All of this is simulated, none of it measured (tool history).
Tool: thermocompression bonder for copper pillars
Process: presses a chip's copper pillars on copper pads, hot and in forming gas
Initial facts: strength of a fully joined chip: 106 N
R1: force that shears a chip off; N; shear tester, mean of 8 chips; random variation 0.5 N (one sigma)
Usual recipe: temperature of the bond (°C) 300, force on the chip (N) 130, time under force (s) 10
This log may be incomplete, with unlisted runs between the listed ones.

{"run": 1, "hour": 0.0, "temperature of the bond (°C)": 300, "force on the chip (N)": 130, "time under force (s)": 10, "R1": 66.1}
{"run": 2, "hour": 19.6, "temperature of the bond (°C)": 300, "force on the chip (N)": 130, "time under force (s)": 10, "R1": 66.6}
{"run": 3, "hour": 53.8, "temperature of the bond (°C)": 322, "force on the chip (N)": 130, "time under force (s)": 10, "R1": 79.4}
{"run": 4, "hour": 87.5, "temperature of the bond (°C)": 322, "force on the chip (N)": 130, "time under force (s)": 10, "R1": 78.5}
{"hour": 106.6, "done": "forming gas filter changed"}
{"run": 5, "hour": 121.0, "temperature of the bond (°C)": 322, "force on the chip (N)": 130, "time under force (s)": 10, "R1": 79.1}
{"run": 6, "hour": 140.1, "temperature of the bond (°C)": 322, "force on the chip (N)": 130, "time under force (s)": 10, "R1": 80.4}
{"run": 7, "hour": 161.7, "temperature of the bond (°C)": 322, "force on the chip (N)": 130, "time under force (s)": 10, "R1": 78.9}
{"run": 8, "hour": 185.2, "temperature of the bond (°C)": 300, "force on the chip (N)": 130, "time under force (s)": 25, "R1": 84.6}
{"run": 9, "hour": 224.2, "temperature of the bond (°C)": 300, "force on the chip (N)": 130, "time under force (s)": 25, "R1": 83.6}
{"run": 10, "hour": 255.1, "temperature of the bond (°C)": 300, "force on the chip (N)": 130, "time under force (s)": 25, "R1": 84.6}
{"run": 11, "hour": 288.6, "temperature of the bond (°C)": 300, "force on the chip (N)": 82, "time under force (s)": 10, "R1": 44.3}
{"run": 12, "hour": 316.0, "temperature of the bond (°C)": 300, "force on the chip (N)": 82, "time under force (s)": 10, "R1": 44.1}
{"run": 13, "hour": 352.4, "temperature of the bond (°C)": 300, "force on the chip (N)": 82, "time under force (s)": 10, "R1": 43.8}
{"run": 14, "hour": 374.6, "temperature of the bond (°C)": 300, "force on the chip (N)": 130, "time under force (s)": 10, "R1": 66.0}
{"run": 15, "hour": 404.3, "temperature of the bond (°C)": 300, "force on the chip (N)": 130, "time under force (s)": 10, "R1": 66.1}
{"run": 16, "hour": 427.9, "temperature of the bond (°C)": 300, "force on the chip (N)": 130, "time under force (s)": 10, "R1": 67.1}
{"run": 17, "hour": 451.9, "temperature of the bond (°C)": 300, "force on the chip (N)": 130, "time under force (s)": 10, "R1": 66.8}
{"run": 18, "hour": 481.2, "temperature of the bond (°C)": 300, "force on the chip (N)": 130, "time under force (s)": 10, "R1": 66.4}
{"run": 19, "hour": 506.9, "temperature of the bond (°C)": 300, "force on the chip (N)": 130, "time under force (s)": 10, "R1": 66.3}
{"run": 20, "hour": 523.9, "temperature of the bond (°C)": 300, "force on the chip (N)": 130, "time under force (s)": 10, "R1": 65.6}
{"run": 21, "hour": 554.9, "temperature of the bond (°C)": 300, "force on the chip (N)": 130, "time under force (s)": 10, "R1": 67.1}
{"run": 22, "hour": 591.4, "temperature of the bond (°C)": 312, "force on the chip (N)": 90, "time under force (s)": 20, "R1": 68.0}
{"run": 23, "hour": 608.7, "temperature of the bond (°C)": 295, "force on the chip (N)": 117, "time under force (s)": 15, "R1": 64.7}
{"run": 24, "hour": 647.2, "temperature of the bond (°C)": 297, "force on the chip (N)": 80, "time under force (s)": 10, "R1": 41.4}
{"run": 25, "hour": 673.6, "temperature of the bond (°C)": 302, "force on the chip (N)": 140, "time under force (s)": 10, "R1": 71.9}
{"run": 26, "hour": 712.4, "temperature of the bond (°C)": 300, "force on the chip (N)": 99, "time under force (s)": 15, "R1": 60.8}
{"run": 27, "hour": 751.7, "temperature of the bond (°C)": 314, "force on the chip (N)": 115, "time under force (s)": 12, "R1": 72.3}
{"run": 28, "hour": 769.9, "temperature of the bond (°C)": 314, "force on the chip (N)": 115, "time under force (s)": 12, "R1": 72.8}
{"run": 29, "hour": 792.5, "temperature of the bond (°C)": 278, "force on the chip (N)": 179, "time under force (s)": 10, "R1": 67.3}
{"run": 30, "hour": 827.2, "temperature of the bond (°C)": 281, "force on the chip (N)": 139, "time under force (s)": 26, "R1": 75.7}
{"run": 31, "hour": 845.2, "temperature of the bond (°C)": 281, "force on the chip (N)": 139, "time under force (s)": 26, "R1": 75.5}
{"run": 32, "hour": 870.7, "temperature of the bond (°C)": 296, "force on the chip (N)": 105, "time under force (s)": 10, "R1": 52.6}
{"run": 33, "hour": 890.2, "temperature of the bond (°C)": 328, "force on the chip (N)": 87, "time under force (s)": 5, "R1": 50.3}
{"run": 34, "hour": 929.4, "temperature of the bond (°C)": 300, "force on the chip (N)": 130, "time under force (s)": 10, "R1": 65.8}
{"run": 35, "hour": 962.2, "temperature of the bond (°C)": 315, "force on the chip (N)": 164, "time under force (s)": 10, "R1": 87.1}
{"run": 36, "hour": 1003.5, "temperature of the bond (°C)": 315, "force on the chip (N)": 164, "time under force (s)": 10, "R1": 85.5}
{"run": 37, "hour": 1022.1, "temperature of the bond (°C)": 276, "force on the chip (N)": 106, "time under force (s)": 17, "R1": 51.0}
{"run": 38, "hour": 1043.6, "temperature of the bond (°C)": 276, "force on the chip (N)": 106, "time under force (s)": 17, "R1": 50.9}
{"run": 39, "hour": 1074.4, "temperature of the bond (°C)": 285, "force on the chip (N)": 140, "time under force (s)": 22, "R1": 75.4}
{"run": 40, "hour": 1101.9, "temperature of the bond (°C)": 300, "force on the chip (N)": 130, "time under force (s)": 15, "R1": 73.6}
{"run": 41, "hour": 1128.5, "temperature of the bond (°C)": 300, "force on the chip (N)": 130, "time under force (s)": 15, "R1": 74.1}

3 ways to go on from here, each from the tool as it stands after run 41. What would each give?
{"run": "A", "hour": 1157.9, "temperature of the bond (°C)": 300, "force on the chip (N)": 188, "time under force (s)": 27, "R1": "?"}
{"run": "B", "hour": 1157.9, "temperature of the bond (°C)": 300, "force on the chip (N)": 83, "time under force (s)": 12, "R1": "?"}
{"run": "C", "hour": 1157.9, "temperature of the bond (°C)": 300, "force on the chip (N)": 147, "time under force (s)": 13, "R1": "?"}

run=A R1=98.3
run=B R1=47.5
run=C R1=78.6
Without the tool's unlogged condition, the same runs would have read:
run=A R1=98.4
run=B R1=47.6
run=C R1=78.7
